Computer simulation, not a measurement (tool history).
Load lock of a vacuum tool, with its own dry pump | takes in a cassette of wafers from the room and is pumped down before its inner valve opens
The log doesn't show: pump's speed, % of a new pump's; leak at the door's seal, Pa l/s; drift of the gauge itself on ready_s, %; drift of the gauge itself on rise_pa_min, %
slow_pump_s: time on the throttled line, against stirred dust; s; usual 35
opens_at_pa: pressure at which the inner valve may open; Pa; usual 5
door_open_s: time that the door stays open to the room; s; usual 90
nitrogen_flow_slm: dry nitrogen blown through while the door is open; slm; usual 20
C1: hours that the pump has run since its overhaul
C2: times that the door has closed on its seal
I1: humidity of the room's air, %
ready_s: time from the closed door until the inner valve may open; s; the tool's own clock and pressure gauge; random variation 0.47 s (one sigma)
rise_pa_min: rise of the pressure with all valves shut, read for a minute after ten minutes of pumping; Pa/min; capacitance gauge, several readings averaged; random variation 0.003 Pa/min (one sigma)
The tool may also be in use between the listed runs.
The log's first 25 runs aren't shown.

{"run": 26, "hour": 2232.3, "slow_pump_s": 20, "opens_at_pa": 5, "door_open_s": 227, "nitrogen_flow_slm": 20, "C1": 7543, "C2": 23202, "I1": 46.3, "ready_s": 51.7, "rise_pa_min": 0.289}
{"run": 27, "hour": 2341.0, "slow_pump_s": 18, "opens_at_pa": 9, "door_open_s": 143, "nitrogen_flow_slm": 18, "C1": 7651, "C2": 23682, "I1": 44.4, "ready_s": 47.7, "rise_pa_min": 0.281}
{"run": 28, "hour": 2423.4, "slow_pump_s": 23, "opens_at_pa": 9, "door_open_s": 239, "nitrogen_flow_slm": 6, "C1": 7734, "C2": 24046, "I1": 44.8, "ready_s": 52.2, "rise_pa_min": 0.363}
{"run": 29, "hour": 2521.1, "slow_pump_s": 26, "opens_at_pa": 6, "door_open_s": 30, "nitrogen_flow_slm": 6, "C1": 7831, "C2": 24477, "I1": 42.3, "ready_s": 56.2, "rise_pa_min": 0.263}
{"run": 30, "hour": 2589.4, "slow_pump_s": 26, "opens_at_pa": 4, "door_open_s": 30, "nitrogen_flow_slm": 26, "C1": 7900, "C2": 24778, "I1": 51.6, "ready_s": 57.9, "rise_pa_min": 0.25}
{"run": 31, "hour": 2642.6, "slow_pump_s": 67, "opens_at_pa": 5, "door_open_s": 90, "nitrogen_flow_slm": 15, "C1": 7953, "C2": 25013, "I1": 46.7, "ready_s": 90.2, "rise_pa_min": 0.287}
{"run": 32, "hour": 2700.4, "slow_pump_s": 19, "opens_at_pa": 5, "door_open_s": 90, "nitrogen_flow_slm": 20, "C1": 8011, "C2": 25268, "I1": 42.0, "ready_s": 51.3, "rise_pa_min": 0.277}
{"run": 33, "hour": 2808.7, "slow_pump_s": 19, "opens_at_pa": 10, "door_open_s": 90, "nitrogen_flow_slm": 6, "C1": 8119, "C2": 25746, "I1": 47.6, "ready_s": 47.8, "rise_pa_min": 0.326}
{"run": 34, "hour": 2890.2, "slow_pump_s": 57, "opens_at_pa": 10, "door_open_s": 90, "nitrogen_flow_slm": 44, "C1": 8200, "C2": 26106, "I1": 47.5, "ready_s": 81.5, "rise_pa_min": 0.279}
{"run": 35, "hour": 2982.7, "slow_pump_s": 42, "opens_at_pa": 9, "door_open_s": 68, "nitrogen_flow_slm": 20, "C1": 8293, "C2": 26514, "I1": 45.1, "ready_s": 68.6, "rise_pa_min": 0.287}
{"run": 36, "hour": 3087.1, "slow_pump_s": 48, "opens_at_pa": 4, "door_open_s": 188, "nitrogen_flow_slm": 8, "C1": 8397, "C2": 26975, "I1": 44.8, "ready_s": 76.4, "rise_pa_min": 0.381}
{"run": 37, "hour": 3203.8, "slow_pump_s": 35, "opens_at_pa": 8, "door_open_s": 102, "nitrogen_flow_slm": 20, "C1": 8514, "C2": 27490, "I1": 45.5, "ready_s": 62.6, "rise_pa_min": 0.325}

3 ways to go on from here, each from the tool as it stands after run 37. What would each give?
{"run": "A", "hour": 3253.0, "slow_pump_s": 35, "opens_at_pa": 8, "door_open_s": 102, "nitrogen_flow_slm": 25, "C1": 8563, "C2": 27707, "I1": 44.4, "ready_s": "?", "rise_pa_min": "?"}
{"run": "B", "hour": 3253.0, "slow_pump_s": 23, "opens_at_pa": 8, "door_open_s": 90, "nitrogen_flow_slm": 20, "C1": 8563, "C2": 27707, "I1": 46.8, "ready_s": "?", "rise_pa_min": "?"}
{"run": "C", "hour": 3253.0, "slow_pump_s": 23, "opens_at_pa": 5, "door_open_s": 90, "nitrogen_flow_slm": 20, "C1": 8563, "C2": 27707, "I1": 45.6, "ready_s": "?", "rise_pa_min": "?"}

run=A ready_s=63.5 rise_pa_min=0.310
run=B ready_s=53.6 rise_pa_min=0.311
run=C ready_s=55.2 rise_pa_min=0.317
Without the tool's hidden state the same runs would have given:
run=A ready_s=60.1 rise_pa_min=0.035
run=B ready_s=50.1 rise_pa_min=0.037
run=C ready_s=51.4 rise_pa_min=0.039

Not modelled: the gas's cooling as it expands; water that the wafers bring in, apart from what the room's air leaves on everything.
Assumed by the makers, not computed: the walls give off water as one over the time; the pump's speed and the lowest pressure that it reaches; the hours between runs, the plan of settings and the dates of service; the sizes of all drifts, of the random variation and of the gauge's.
